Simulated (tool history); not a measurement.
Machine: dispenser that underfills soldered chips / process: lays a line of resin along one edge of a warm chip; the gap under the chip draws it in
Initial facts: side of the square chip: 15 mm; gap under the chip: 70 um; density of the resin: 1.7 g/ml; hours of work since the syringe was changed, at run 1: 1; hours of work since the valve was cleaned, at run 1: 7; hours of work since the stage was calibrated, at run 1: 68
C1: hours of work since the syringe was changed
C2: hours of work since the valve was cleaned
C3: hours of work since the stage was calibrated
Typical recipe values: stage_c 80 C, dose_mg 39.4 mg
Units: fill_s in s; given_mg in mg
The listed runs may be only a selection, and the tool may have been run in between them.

run 1 hour=0.0 | stage_c=80 dose_mg=39.4 | C1=1 C2=7 C3=68 | fill_s=60.0 given_mg=39.04
run 2 hour=5.3 | stage_c=80 dose_mg=39.4 | C1=5 C2=11 C3=73 | fill_s=75.2 given_mg=38.79
-- hour=10.3 new syringe of resin
run 3 hour=12.6 | stage_c=78 dose_mg=39.4 | C1=2 C2=17 C3=78 | fill_s=69.0 given_mg=38.59
run 4 hour=16.5 | stage_c=78 dose_mg=39.4 | C1=5 C2=20 C3=81 | fill_s=83.7 given_mg=38.83
-- hour=21.0 new syringe of resin
run 5 hour=23.9 | stage_c=80 dose_mg=39.4 | C1=2 C2=25 C3=87 | fill_s=65.5 given_mg=38.27
run 6 hour=29.7 | stage_c=80 dose_mg=39.4 | C1=7 C2=30 C3=91 | fill_s=84.6 given_mg=38.10
-- hour=32.3 new syringe of resin
run 7 hour=35.8 | stage_c=80 dose_mg=39.4 | C1=3 C2=34 C3=96 | fill_s=66.4 given_mg=38.14
run 8 hour=41.7 | stage_c=80 dose_mg=39.4 | C1=7 C2=39 C3=101 | fill_s=89.1 given_mg=37.90
-- hour=43.2 new syringe of resin
run 9 hour=45.3 | stage_c=80 dose_mg=39.4 | C1=2 C2=42 C3=103 | fill_s=63.9 given_mg=37.72
run 10 hour=51.9 | stage_c=80 dose_mg=39.4 | C1=7 C2=47 C3=109 | fill_s=84.8 given_mg=37.56
-- hour=54.6 new syringe of resin
run 11 hour=58.4 | stage_c=78 dose_mg=39.4 | C1=3 C2=52 C3=113 | fill_s=72.2 given_mg=37.36
run 12 hour=64.5 | stage_c=78 dose_mg=39.4 | C1=8 C2=57 C3=118 | fill_s=94.3 given_mg=37.20
-- hour=65.5 new syringe of resin
run 13 hour=71.1 | stage_c=78 dose_mg=39.4 | C1=4 C2=62 C3=123 | fill_s=79.1 given_mg=37.05
-- hour=73.6 dispensing valve cleaned and set on the balance
run 14 hour=75.5 | stage_c=78 dose_mg=39.4 | C1=7 C2=2 C3=126 | fill_s=90.8 given_mg=39.19
-- hour=77.4 new syringe of resin
run 15 hour=79.7 | stage_c=91 dose_mg=38.3 | C1=2 C2=5 C3=129 | fill_s=43.0 given_mg=37.92
run 16 hour=83.6 | stage_c=80 dose_mg=38.3 | C1=5 C2=8 C3=132 | fill_s=74.6 given_mg=37.83
-- hour=88.5 new syringe of resin
run 17 hour=90.2 | stage_c=80 dose_mg=38.3 | C1=1 C2=13 C3=137 | fill_s=62.1 given_mg=37.95
run 18 hour=95.2 | stage_c=80 dose_mg=43.3 | C1=5 C2=17 C3=141 | fill_s=74.4 given_mg=42.64
-- hour=99.3 new syringe of resin
run 19 hour=99.9 | stage_c=80 dose_mg=43.3 | C1=0 C2=20 C3=145 | fill_s=57.6 given_mg=42.55
run 20 hour=103.2 | stage_c=80 dose_mg=43.3 | C1=3 C2=23 C3=147 | fill_s=67.5 given_mg=42.28
run 21 hour=108.3 | stage_c=80 dose_mg=43.3 | C1=7 C2=27 C3=151 | fill_s=84.3 given_mg=42.63
-- hour=110.3 new syringe of resin
run 22 hour=112.3 | stage_c=79 dose_mg=42.7 | C1=2 C2=30 C3=154 | fill_s=63.0 given_mg=41.27
run 23 hour=119.5 | stage_c=75 dose_mg=46.2 | C1=7 C2=35 C3=160 | fill_s=97.7 given_mg=44.66
-- hour=121.1 new syringe of resin
run 24 hour=126.0 | stage_c=93 dose_mg=45.2 | C1=4 C2=40 C3=165 | fill_s=45.6 given_mg=43.73
run 25 hour=131.4 | stage_c=93 dose_mg=45.2 | C1=8 C2=45 C3=169 | fill_s=57.1 given_mg=43.17
-- hour=132.0 new syringe of resin
run 26 hour=137.1 | stage_c=93 dose_mg=45.2 | C1=4 C2=49 C3=173 | fill_s=45.3 given_mg=43.31
-- hour=142.9 new syringe of resin
run 27 hour=143.7 | stage_c=80 dose_mg=34.9 | C1=1 C2=54 C3=178 | fill_s=61.9 given_mg=33.01

Below are 4 alternative next runs, each starting from the tool's condition after run 27. Predict each:
run A hour=148.0 | stage_c=67 dose_mg=34.9 | C1=4 C2=57 C3=182 | fill_s=? given_mg=?
run B hour=148.0 | stage_c=82 dose_mg=45.5 | C1=4 C2=57 C3=182 | fill_s=? given_mg=?
run C hour=148.0 | stage_c=71 dose_mg=43.8 | C1=4 C2=57 C3=182 | fill_s=? given_mg=?
run D hour=148.0 | stage_c=85 dose_mg=33.7 | C1=4 C2=57 C3=182 | fill_s=? given_mg=?

run=A fill_s=120.9 given_mg=33.07
run=B fill_s=63.5 given_mg=43.28
run=C fill_s=98.0 given_mg=41.55
run=D fill_s=62.7 given_mg=31.89
Without the tool's hidden state the same runs would have given:
run=A fill_s=100.6 given_mg=34.88
run=B fill_s=53.3 given_mg=45.65
run=C fill_s=82.3 given_mg=43.83
run=D fill_s=51.9 given_mg=33.64
